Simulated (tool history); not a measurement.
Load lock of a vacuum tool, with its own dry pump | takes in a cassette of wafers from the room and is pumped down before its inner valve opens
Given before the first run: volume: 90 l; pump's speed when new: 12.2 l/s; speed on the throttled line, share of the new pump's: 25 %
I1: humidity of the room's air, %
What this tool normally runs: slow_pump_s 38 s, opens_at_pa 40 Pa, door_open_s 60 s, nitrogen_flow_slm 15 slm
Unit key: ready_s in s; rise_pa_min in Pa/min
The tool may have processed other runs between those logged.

{"run": 1, "hour": 0.0, "slow_pump_s": 38, "opens_at_pa": 40, "door_open_s": 60, "nitrogen_flow_slm": 15, "I1": 47.5, "ready_s": 92.2, "rise_pa_min": 0.036}
{"run": 2, "hour": 537.2, "slow_pump_s": 38, "opens_at_pa": 40, "door_open_s": 60, "nitrogen_flow_slm": 15, "I1": 44.2, "ready_s": 92.4, "rise_pa_min": 0.044}
{"run": 3, "hour": 921.3, "slow_pump_s": 21, "opens_at_pa": 40, "door_open_s": 60, "nitrogen_flow_slm": 15, "I1": 45, "ready_s": 81.4, "rise_pa_min": 0.054}
{"run": 4, "hour": 1261.3, "slow_pump_s": 21, "opens_at_pa": 40, "door_open_s": 60, "nitrogen_flow_slm": 15, "I1": 44.9, "ready_s": 81.3, "rise_pa_min": 0.053}
{"run": 5, "hour": 1577.0, "slow_pump_s": 48, "opens_at_pa": 40, "door_open_s": 60, "nitrogen_flow_slm": 15, "I1": 44, "ready_s": 100.7, "rise_pa_min": 0.056}
{"run": 6, "hour": 2058.8, "slow_pump_s": 38, "opens_at_pa": 40, "door_open_s": 78, "nitrogen_flow_slm": 15, "I1": 44.5, "ready_s": 94.9, "rise_pa_min": 0.066}
{"run": 7, "hour": 2381.4, "slow_pump_s": 38, "opens_at_pa": 40, "door_open_s": 78, "nitrogen_flow_slm": 15, "I1": 44.1, "ready_s": 94.3, "rise_pa_min": 0.072}
{"run": 8, "hour": 2747.1, "slow_pump_s": 38, "opens_at_pa": 40, "door_open_s": 78, "nitrogen_flow_slm": 15, "I1": 44.3, "ready_s": 96, "rise_pa_min": 0.079}
{"run": 9, "hour": 3003.9, "slow_pump_s": 38, "opens_at_pa": 40, "door_open_s": 78, "nitrogen_flow_slm": 15, "I1": 40.8, "ready_s": 94.8, "rise_pa_min": 0.08}
{"run": 10, "hour": 3486.7, "slow_pump_s": 38, "opens_at_pa": 40, "door_open_s": 60, "nitrogen_flow_slm": 15, "I1": 43.3, "ready_s": 96.3, "rise_pa_min": 0.083}
{"run": 11, "hour": 3882.8, "slow_pump_s": 38, "opens_at_pa": 40, "door_open_s": 60, "nitrogen_flow_slm": 15, "I1": 44.8, "ready_s": 95.8, "rise_pa_min": 0.08}
{"run": 12, "hour": 4257.0, "slow_pump_s": 38, "opens_at_pa": 40, "door_open_s": 60, "nitrogen_flow_slm": 15, "I1": 40.7, "ready_s": 96.9, "rise_pa_min": 0.092}
{"run": 13, "hour": 4671.0, "slow_pump_s": 38, "opens_at_pa": 40, "door_open_s": 60, "nitrogen_flow_slm": 8, "I1": 47.3, "ready_s": 97.2, "rise_pa_min": 0.113}
{"run": 14, "hour": 4895.6, "slow_pump_s": 38, "opens_at_pa": 40, "door_open_s": 60, "nitrogen_flow_slm": 8, "I1": 43.2, "ready_s": 97.6, "rise_pa_min": 0.106}
{"run": 15, "hour": 5367.4, "slow_pump_s": 38, "opens_at_pa": 40, "door_open_s": 60, "nitrogen_flow_slm": 8, "I1": 45, "ready_s": 97.1, "rise_pa_min": 0.126}
{"run": 16, "hour": 5780.9, "slow_pump_s": 38, "opens_at_pa": 40, "door_open_s": 60, "nitrogen_flow_slm": 8, "I1": 41.9, "ready_s": 98.5, "rise_pa_min": 0.128}
{"run": 17, "hour": 6314.1, "slow_pump_s": 38, "opens_at_pa": 40, "door_open_s": 60, "nitrogen_flow_slm": 8, "I1": 46.1, "ready_s": 86.6, "rise_pa_min": 0.14}
{"run": 18, "hour": 6602.3, "slow_pump_s": 38, "opens_at_pa": 40, "door_open_s": 60, "nitrogen_flow_slm": 8, "I1": 42.7, "ready_s": 86.7, "rise_pa_min": 0.149}
{"run": 19, "hour": 6917.5, "slow_pump_s": 38, "opens_at_pa": 65, "door_open_s": 60, "nitrogen_flow_slm": 15, "I1": 46.8, "ready_s": 84.1, "rise_pa_min": 0.152}
{"run": 20, "hour": 7397.9, "slow_pump_s": 52, "opens_at_pa": 65, "door_open_s": 187, "nitrogen_flow_slm": 15, "I1": 44.1, "ready_s": 93.2, "rise_pa_min": 0.207}
{"run": 21, "hour": 7744.6, "slow_pump_s": 46, "opens_at_pa": 65, "door_open_s": 44, "nitrogen_flow_slm": 15, "I1": 47.5, "ready_s": 89.6, "rise_pa_min": 0.164}
{"run": 22, "hour": 8208.3, "slow_pump_s": 46, "opens_at_pa": 65, "door_open_s": 44, "nitrogen_flow_slm": 15, "I1": 45, "ready_s": 90.6, "rise_pa_min": 0.182}
{"run": 23, "hour": 8692.7, "slow_pump_s": 55, "opens_at_pa": 58, "door_open_s": 60, "nitrogen_flow_slm": 15, "I1": 41.2, "ready_s": 98, "rise_pa_min": 0.197}
{"run": 24, "hour": 8952.6, "slow_pump_s": 22, "opens_at_pa": 58, "door_open_s": 60, "nitrogen_flow_slm": 18, "I1": 45, "ready_s": 74.3, "rise_pa_min": 0.212}
{"run": 25, "hour": 9491.0, "slow_pump_s": 56, "opens_at_pa": 41, "door_open_s": 60, "nitrogen_flow_slm": 8, "I1": 45.7, "ready_s": 102.7, "rise_pa_min": 0.231}
{"run": 26, "hour": 9903.4, "slow_pump_s": 29, "opens_at_pa": 41, "door_open_s": 89, "nitrogen_flow_slm": 8, "I1": 46.5, "ready_s": 83.1, "rise_pa_min": 0.249}
{"run": 27, "hour": 10394.3, "slow_pump_s": 69, "opens_at_pa": 79, "door_open_s": 89, "nitrogen_flow_slm": 8, "I1": 45.6, "ready_s": 107.2, "rise_pa_min": 0.267}
{"run": 28, "hour": 10889.6, "slow_pump_s": 69, "opens_at_pa": 79, "door_open_s": 89, "nitrogen_flow_slm": 8, "I1": 43.4, "ready_s": 107.5, "rise_pa_min": 0.276}
{"run": 29, "hour": 11414.6, "slow_pump_s": 69, "opens_at_pa": 79, "door_open_s": 89, "nitrogen_flow_slm": 8, "I1": 45.8, "ready_s": 108, "rise_pa_min": 0.304}
{"run": 30, "hour": 11643.3, "slow_pump_s": 69, "opens_at_pa": 79, "door_open_s": 89, "nitrogen_flow_slm": 8, "I1": 49.5, "ready_s": 108, "rise_pa_min": 0.316}
{"run": 31, "hour": 11973.3, "slow_pump_s": 71, "opens_at_pa": 47, "door_open_s": 89, "nitrogen_flow_slm": 28, "I1": 43.1, "ready_s": 115.2, "rise_pa_min": 0.3}
{"run": 32, "hour": 12271.9, "slow_pump_s": 55, "opens_at_pa": 47, "door_open_s": 57, "nitrogen_flow_slm": 41, "I1": 44.8, "ready_s": 104, "rise_pa_min": 0.293}
{"run": 33, "hour": 12740.0, "slow_pump_s": 55, "opens_at_pa": 47, "door_open_s": 57, "nitrogen_flow_slm": 41, "I1": 46.3, "ready_s": 103.2, "rise_pa_min": 0.318}
{"run": 34, "hour": 13135.0, "slow_pump_s": 55, "opens_at_pa": 47, "door_open_s": 57, "nitrogen_flow_slm": 41, "I1": 46.2, "ready_s": 103.6, "rise_pa_min": 0.323}
{"run": 35, "hour": 13591.7, "slow_pump_s": 55, "opens_at_pa": 47, "door_open_s": 57, "nitrogen_flow_slm": 41, "I1": 44.1, "ready_s": 104.2, "rise_pa_min": 0.349}
{"run": 36, "hour": 14134.3, "slow_pump_s": 38, "opens_at_pa": 40, "door_open_s": 60, "nitrogen_flow_slm": 8, "I1": 44.5, "ready_s": 93.3, "rise_pa_min": 0.389}
{"run": 37, "hour": 14608.6, "slow_pump_s": 41, "opens_at_pa": 40, "door_open_s": 60, "nitrogen_flow_slm": 25, "I1": 44.5, "ready_s": 97, "rise_pa_min": 0.401}

Between the runs listed above, the log contained 1 entry, not reproduced here. Where in the sequence does each belong, and how does what the log doesn't record of the tool's condition differ from the listed run before to the listed run after?
After run 16, before run 17: dry pump taken out, an overhauled one fitted (hour 6051.7)
  pump's speed, % of a new pump's: 81.4 -> 99.5; leak at the door's seal, Pa l/s: 0.1442 -> 0.161
  the result without the hidden state subtracted from the measured one, ready_s: +11.2 -> +0.2 s; rise_pa_min: +0.094 -> +0.106 Pa/min
